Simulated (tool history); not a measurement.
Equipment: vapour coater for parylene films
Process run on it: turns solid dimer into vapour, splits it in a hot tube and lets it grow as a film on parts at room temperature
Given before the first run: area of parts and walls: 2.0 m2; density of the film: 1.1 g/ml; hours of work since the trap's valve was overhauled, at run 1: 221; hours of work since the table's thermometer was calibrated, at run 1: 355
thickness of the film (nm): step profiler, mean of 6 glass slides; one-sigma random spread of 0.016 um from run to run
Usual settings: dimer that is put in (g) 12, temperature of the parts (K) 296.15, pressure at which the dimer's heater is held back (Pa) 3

run	day	dimer that is put in (g)	temperature of the parts (K)	pressure at which the dimer's heater is held back (Pa)	hours of work since the trap's valve was overhauled	hours of work since the table's thermometer was calibrated	thickness of the film (nm)
1	0	12	296.15	3	221	355	3330
2	0.867	12	296.15	3	238	372	3340
3	1.883	12	296.15	3	258	392	3310
4	2.358	12	296.15	3.8	267	401	3200
5	3.012	12	296.15	3.8	280	414	3180
6	3.562	12	296.15	3.8	291	425	3180
7	4.35	15	296.15	3.8	307	441	3970
8	4.9	13	296.15	3	317	451	3550
9	5.738	13	296.15	3	334	468	3550
10	6.738	5	296.15	3	353	487	1390
11	7.254	5	296.15	3	364	498	1350
12	8.175	12	296.15	6.75	382	516	2830
13	9	12	296.15	6.75	398	532	2850
14	9.742	12	296.15	6.75	413	546	2840
15	10.154	12	291.15	6.75	421	555	3210
16	10.579	12	291.15	6.75	429	563	3180
17	11.325	12	296.15	2.46	444	578	3320
18	11.992	12	296.15	3	457	591	3190
# day 12.904: trap's valve overhauled
19	13.104	12	296.15	3	4	609	3510
20	13.696	12	296.15	3	16	621	3530
21	14.646	12	296.15	3	34	639	3510
22	15.342	12	296.15	3	48	653	3490
23	16.142	12	296.15	4.92	64	669	3220
24	17.05	12	296.15	4.92	81	687	3220
25	17.962	11	292.15	2.98	99	705	3470
26	18.738	11	292.15	2.98	115	720	3490
# day 18.85: table's thermometer calibrated
27	19.467	16	294.15	9.35	128	12	4060
28	19.988	11	295.15	2.11	138	22	3440
29	20.788	11	295.15	2.11	154	38	3460
30	21.267	18	296.15	8.32	163	47	4390
31	21.842	21	296.15	4.19	175	59	5780
32	22.571	14	303.15	4.19	189	73	3220
# day 22.912: table's thermometer calibrated, once more
33	23.342	14	303.15	4.19	203	8	3110
34	24.008	14	303.15	4.19	216	21	3100
35	24.817	8	288.15	3.53	232	37	2600
36	25.596	15	288.15	3.53	248	53	4860
37	26.304	11	303.15	7.02	262	67	2230
38	27.075	12	296.15	3.56	277	82	3190
39	27.675	16	291.15	4.09	288	94	4690
40	28.142	21	289.15	2.87	298	103	6800
41	28.633	19	291.15	9.02	307	112	4850
42	29.583	12	302.15	11.79	326	131	2260
43	30.421	16	291.15	11.79	342	147	3930
44	31.067	15	290.15	10.24	355	160	3850
45	31.558	15	290.15	2.36	365	170	4850

Branching from run 45: 3 alternative next runs. What would each branch give?
A	32.442	16	296.15	3	382	187	?
B	32.442	19	296.15	3.23	382	187	?
C	32.442	11	298.15	3	382	187	?

run	thickness of the film (nm)
A	4300
B	5040
C	2820
The same runs, with their run-to-run variation unchanged, on a tool lacking any hidden condition would have given:
run	thickness of the film (nm)
A	4600
B	5400
C	3020
